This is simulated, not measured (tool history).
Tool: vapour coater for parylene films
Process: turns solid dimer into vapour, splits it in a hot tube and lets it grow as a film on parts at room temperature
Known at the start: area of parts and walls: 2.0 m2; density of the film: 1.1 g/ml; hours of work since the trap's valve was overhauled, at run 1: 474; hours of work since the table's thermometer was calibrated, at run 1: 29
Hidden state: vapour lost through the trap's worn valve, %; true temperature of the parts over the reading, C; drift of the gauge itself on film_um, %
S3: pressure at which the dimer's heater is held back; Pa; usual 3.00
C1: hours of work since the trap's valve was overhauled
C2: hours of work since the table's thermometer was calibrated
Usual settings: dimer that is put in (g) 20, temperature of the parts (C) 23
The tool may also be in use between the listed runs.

{"run": 1, "hour": 0.0, "dimer that is put in (g)": 20, "temperature of the parts (C)": 23, "S3": 3.0, "C1": 474, "C2": 29, "thickness of the film (um)": 5.26}
{"run": 2, "hour": 16.1, "dimer that is put in (g)": 20, "temperature of the parts (C)": 23, "S3": 3.0, "C1": 488, "C2": 43, "thickness of the film (um)": 5.29}
{"run": 3, "hour": 41.6, "dimer that is put in (g)": 20, "temperature of the parts (C)": 27, "S3": 3.0, "C1": 511, "C2": 65, "thickness of the film (um)": 4.61}
{"run": 4, "hour": 60.4, "dimer that is put in (g)": 20, "temperature of the parts (C)": 23, "S3": 3.0, "C1": 527, "C2": 82, "thickness of the film (um)": 5.18}
{"run": 5, "hour": 77.2, "dimer that is put in (g)": 20, "temperature of the parts (C)": 23, "S3": 3.0, "C1": 542, "C2": 96, "thickness of the film (um)": 5.23}
{"run": 6, "hour": 102.9, "dimer that is put in (g)": 20, "temperature of the parts (C)": 23, "S3": 3.0, "C1": 564, "C2": 119, "thickness of the film (um)": 5.18}
{"run": 7, "hour": 119.2, "dimer that is put in (g)": 20, "temperature of the parts (C)": 23, "S3": 3.0, "C1": 579, "C2": 133, "thickness of the film (um)": 5.19}
{"run": 8, "hour": 136.0, "dimer that is put in (g)": 20, "temperature of the parts (C)": 23, "S3": 3.0, "C1": 593, "C2": 148, "thickness of the film (um)": 5.15}
{"run": 9, "hour": 170.0, "dimer that is put in (g)": 20, "temperature of the parts (C)": 29, "S3": 3.0, "C1": 623, "C2": 178, "thickness of the film (um)": 4.18}
{"hour": 174.1, "done": "table's thermometer calibrated"}
{"run": 10, "hour": 203.4, "dimer that is put in (g)": 20, "temperature of the parts (C)": 29, "S3": 3.0, "C1": 651, "C2": 26, "thickness of the film (um)": 4.09}
{"hour": 210.4, "done": "trap's valve overhauled"}
{"run": 11, "hour": 231.5, "dimer that is put in (g)": 20, "temperature of the parts (C)": 29, "S3": 3.0, "C1": 18, "C2": 47, "thickness of the film (um)": 4.69}
{"run": 12, "hour": 254.3, "dimer that is put in (g)": 20, "temperature of the parts (C)": 23, "S3": 3.0, "C1": 38, "C2": 67, "thickness of the film (um)": 5.65}
{"run": 13, "hour": 280.3, "dimer that is put in (g)": 20, "temperature of the parts (C)": 23, "S3": 3.0, "C1": 61, "C2": 90, "thickness of the film (um)": 5.72}
{"run": 14, "hour": 295.8, "dimer that is put in (g)": 20, "temperature of the parts (C)": 23, "S3": 5.33, "C1": 75, "C2": 103, "thickness of the film (um)": 5.0}
{"run": 15, "hour": 322.5, "dimer that is put in (g)": 20, "temperature of the parts (C)": 23, "S3": 4.34, "C1": 98, "C2": 127, "thickness of the film (um)": 5.24}
{"run": 16, "hour": 341.5, "dimer that is put in (g)": 20, "temperature of the parts (C)": 23, "S3": 4.34, "C1": 115, "C2": 143, "thickness of the film (um)": 5.22}
{"hour": 346.5, "done": "table's thermometer calibrated, once more"}
{"run": 17, "hour": 358.6, "dimer that is put in (g)": 20, "temperature of the parts (C)": 23, "S3": 3.0, "C1": 129, "C2": 11, "thickness of the film (um)": 5.6}
{"run": 18, "hour": 376.8, "dimer that is put in (g)": 9, "temperature of the parts (C)": 23, "S3": 3.0, "C1": 145, "C2": 27, "thickness of the film (um)": 2.49}
{"run": 19, "hour": 394.4, "dimer that is put in (g)": 11, "temperature of the parts (C)": 34, "S3": 7.59, "C1": 160, "C2": 42, "thickness of the film (um)": 1.84}
{"run": 20, "hour": 424.6, "dimer that is put in (g)": 13, "temperature of the parts (C)": 34, "S3": 11.32, "C1": 187, "C2": 68, "thickness of the film (um)": 1.95}
{"run": 21, "hour": 446.2, "dimer that is put in (g)": 13, "temperature of the parts (C)": 34, "S3": 11.32, "C1": 206, "C2": 87, "thickness of the film (um)": 1.93}
{"run": 22, "hour": 464.3, "dimer that is put in (g)": 13, "temperature of the parts (C)": 34, "S3": 11.32, "C1": 222, "C2": 103, "thickness of the film (um)": 1.97}
{"run": 23, "hour": 483.8, "dimer that is put in (g)": 17, "temperature of the parts (C)": 26, "S3": 9.33, "C1": 239, "C2": 120, "thickness of the film (um)": 3.39}
{"run": 24, "hour": 503.0, "dimer that is put in (g)": 17, "temperature of the parts (C)": 26, "S3": 9.33, "C1": 255, "C2": 137, "thickness of the film (um)": 3.37}
{"run": 25, "hour": 532.4, "dimer that is put in (g)": 17, "temperature of the parts (C)": 26, "S3": 9.33, "C1": 281, "C2": 163, "thickness of the film (um)": 3.34}

Forecast run 26:
{"run": 26, "hour": 557.8, "dimer that is put in (g)": 15, "temperature of the parts (C)": 16, "S3": 3.47, "C1": 304, "C2": 185, "thickness of the film (um)": "?"}

{"run 26": {"thickness of the film (um)": 4.95}}
Without the tool's hidden state the same run would have given thickness of the film (um) 5.29.

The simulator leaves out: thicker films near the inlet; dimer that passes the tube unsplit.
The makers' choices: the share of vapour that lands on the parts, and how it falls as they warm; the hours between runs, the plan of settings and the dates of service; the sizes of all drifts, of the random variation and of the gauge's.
